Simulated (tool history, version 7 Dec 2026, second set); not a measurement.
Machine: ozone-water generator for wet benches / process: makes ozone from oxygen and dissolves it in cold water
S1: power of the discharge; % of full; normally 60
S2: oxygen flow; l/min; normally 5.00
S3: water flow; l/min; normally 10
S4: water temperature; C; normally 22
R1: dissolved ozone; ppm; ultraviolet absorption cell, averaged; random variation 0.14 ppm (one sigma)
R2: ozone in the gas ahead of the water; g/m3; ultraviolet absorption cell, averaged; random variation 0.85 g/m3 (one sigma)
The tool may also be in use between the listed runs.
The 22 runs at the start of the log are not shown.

run 23 hour=1322.0 | S1=49 S2=2.82 S3=9 S4=27 | R1=12.8 R2=141.6
run 24 hour=1386.1 | S1=49 S2=4.63 S3=9 S4=27 | R1=12.6 R2=117.6
run 25 hour=1474.9 | S1=49 S2=4.63 S3=9 S4=27 | R1=12.6 R2=114.8
run 26 hour=1517.2 | S1=90 S2=3.15 S3=7 S4=22 | R1=28.6 R2=226.1
run 27 hour=1553.3 | S1=90 S2=3.15 S3=7 S4=22 | R1=28.6 R2=224.6
run 28 hour=1626.3 | S1=83 S2=3.43 S3=7 S4=22 | R1=26.4 R2=203.8
run 29 hour=1706.5 | S1=50 S2=3.43 S3=14 S4=22 | R1=9.3 R2=132.0
run 30 hour=1788.3 | S1=99 S2=2.96 S3=10 S4=22 | R1=22.3 R2=250.3
run 31 hour=1833.2 | S1=99 S2=7.03 S3=7 S4=27 | R1=24.8 R2=178.0
run 32 hour=1916.6 | S1=90 S2=4.06 S3=10 S4=18 | R1=22.5 R2=203.9
run 33 hour=1987.6 | S1=60 S2=2.81 S3=7 S4=22 | R1=19.9 R2=165.5

4 ways to go on from here, each from the tool as it stands after run 33. What would each give?
run A hour=2071.6 | S1=49 S2=6.62 S3=11 S4=22 | R1=? R2=?
run B hour=2071.6 | S1=53 S2=2.81 S3=12 S4=17 | R1=? R2=?
run C hour=2071.6 | S1=60 S2=6.00 S3=10 S4=22 | R1=? R2=?
run D hour=2071.6 | S1=60 S2=2.81 S3=7 S4=14 | R1=? R2=?

run=A R1=11.6 R2=100.9
run=B R1=11.8 R2=149.5
run=C R1=14.8 R2=124.5
run=D R1=23.3 R2=166.0
The same runs, with their run-to-run variation unchanged, on a tool lacking any hidden condition would have given:
run=A R1=12.3 R2=103.1
run=B R1=12.6 R2=153.1
run=C R1=15.8 R2=127.9
run=D R1=24.7 R2=170.6
